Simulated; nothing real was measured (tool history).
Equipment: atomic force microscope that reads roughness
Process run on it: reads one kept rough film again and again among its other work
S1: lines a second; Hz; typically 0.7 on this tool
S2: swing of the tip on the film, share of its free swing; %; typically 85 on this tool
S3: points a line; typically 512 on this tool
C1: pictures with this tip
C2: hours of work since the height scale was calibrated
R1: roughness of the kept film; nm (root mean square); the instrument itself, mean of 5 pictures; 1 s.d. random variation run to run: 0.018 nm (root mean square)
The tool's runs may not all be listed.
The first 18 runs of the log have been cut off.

run,day,S1,S2,S3,C1,C2,R1
# day 6.408: new tip fitted
19,6.729,0.7,85,512,14,292,4.333
20,6.992,0.7,85,512,25,295,4.209
21,7.308,0.7,85,512,38,300,4.065
22,7.738,0.7,85,512,57,306,3.889
# day 7.9: new tip fitted
23,7.996,0.7,85,512,4,309,4.432
# day 8.062: height scale calibrated on a step standard
24,8.483,0.7,59,512,23,6,4.336
25,8.833,0.7,72,512,38,11,4.156
26,9.275,0.7,72,512,56,17,3.933
# day 9.438: new tip fitted
27,9.596,0.7,55,438,6,21,4.576
28,10.042,0.7,55,438,25,27,4.286
29,10.233,2.005,72,512,33,30,4.025
30,10.467,2.005,72,512,44,33,3.927
# day 10.721: height scale calibrated on a step standard, once more
# day 10.958: new tip fitted
31,10.992,2.005,72,512,1,3,4.398
32,11.221,1.174,79,512,11,7,4.302
33,11.496,3.376,85,512,23,10,3.668
34,11.779,3.376,79,708,35,14,3.71
35,12.1,0.805,79,939,49,19,3.949
36,12.358,2.279,79,939,60,22,3.632
# day 12.429: new tip fitted
37,12.638,1.233,66,512,9,26,4.435
38,13.025,2.651,73,1004,25,31,4.014
39,13.267,1.053,73,650,35,35,4.157
40,13.729,3.114,85,325,55,41,3.394

Forecast each of these 5 alternatives for the next run:
# day 13.917: new tip fitted
A,14.192,1.049,71,322,12,47,?
# day 13.917: new tip fitted
B,14.192,0.7,85,640,12,47,?
# day 13.917: new tip fitted
C,14.192,0.63,69,545,12,47,?
# day 13.917: new tip fitted
D,14.192,1.075,68,375,12,47,?
# day 13.917: new tip fitted
E,14.192,2.977,85,325,12,47,?

run,R1
A,4.349
B,4.32
C,4.401
D,4.337
E,3.826
With no hidden state in the tool, these same runs would have given:
run,R1
A,4.555
B,4.525
C,4.61
D,4.543
E,4.007
